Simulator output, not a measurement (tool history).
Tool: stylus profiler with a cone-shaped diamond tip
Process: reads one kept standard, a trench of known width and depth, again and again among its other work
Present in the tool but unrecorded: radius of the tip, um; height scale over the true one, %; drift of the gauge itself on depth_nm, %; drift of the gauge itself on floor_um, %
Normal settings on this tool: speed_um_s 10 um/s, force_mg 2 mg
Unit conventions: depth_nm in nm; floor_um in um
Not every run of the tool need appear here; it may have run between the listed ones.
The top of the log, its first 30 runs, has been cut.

run   hour  speed_um_s  force_mg  scans with this tip  hours of work since the height scale was calibrated  depth_nm  floor_um
 31  643.5           5      0.96                16033                                                  113    100.47     28.28
 32    669          21       0.8                16251                                                  133     100.4     28.25
 33  690.8           6      1.05                16437                                                  150    100.45     28.24
 34  710.1           6      4.93                16602                                                  165    101.55      28.3
 35  728.2           4      1.17                16756                                                  179    100.56     28.31
 36  747.7          11      1.18                16924                                                  194    100.56     28.26
 37  762.4          11      1.18                17049                                                  205    100.59     28.27
 38    786          11      1.18                17251                                                  224    100.59     28.24
 39  804.6          11      1.18                17410                                                  238    100.49     28.27
 40  817.7           6      1.18                17522                                                  248    100.45     28.28
 41  841.2          12      1.05                17723                                                  267    100.49     28.23
 42  855.1          10      2.17                17842                                                  277    100.86     28.25
 43  880.9          10      2.17                18063                                                  297     100.8     28.27
 44  909.4          10      2.17                18306                                                  319    100.87     28.27
 45  939.3          10      2.17                18562                                                  343    100.83     28.25
 46  969.9          36         2                18824                                                  367    100.77     28.17

3 options for the next run, each taken on its own from the tool as it stands now. Forecast them:
  A  985.7           4         2                18959                                                  379         ?         ?
  B  985.7          10      3.42                18959                                                  379         ?         ?
  C  985.7          12      4.83                18959                                                  379         ?         ?

run  depth_nm  floor_um
  A     100.8     28.28
  B    101.15     28.27
  C    101.51     28.22
Without the tool's hidden state the same runs would have given:
run  depth_nm  floor_um
  A    100.93     28.79
  B    101.27     28.78
  C    101.64     28.73

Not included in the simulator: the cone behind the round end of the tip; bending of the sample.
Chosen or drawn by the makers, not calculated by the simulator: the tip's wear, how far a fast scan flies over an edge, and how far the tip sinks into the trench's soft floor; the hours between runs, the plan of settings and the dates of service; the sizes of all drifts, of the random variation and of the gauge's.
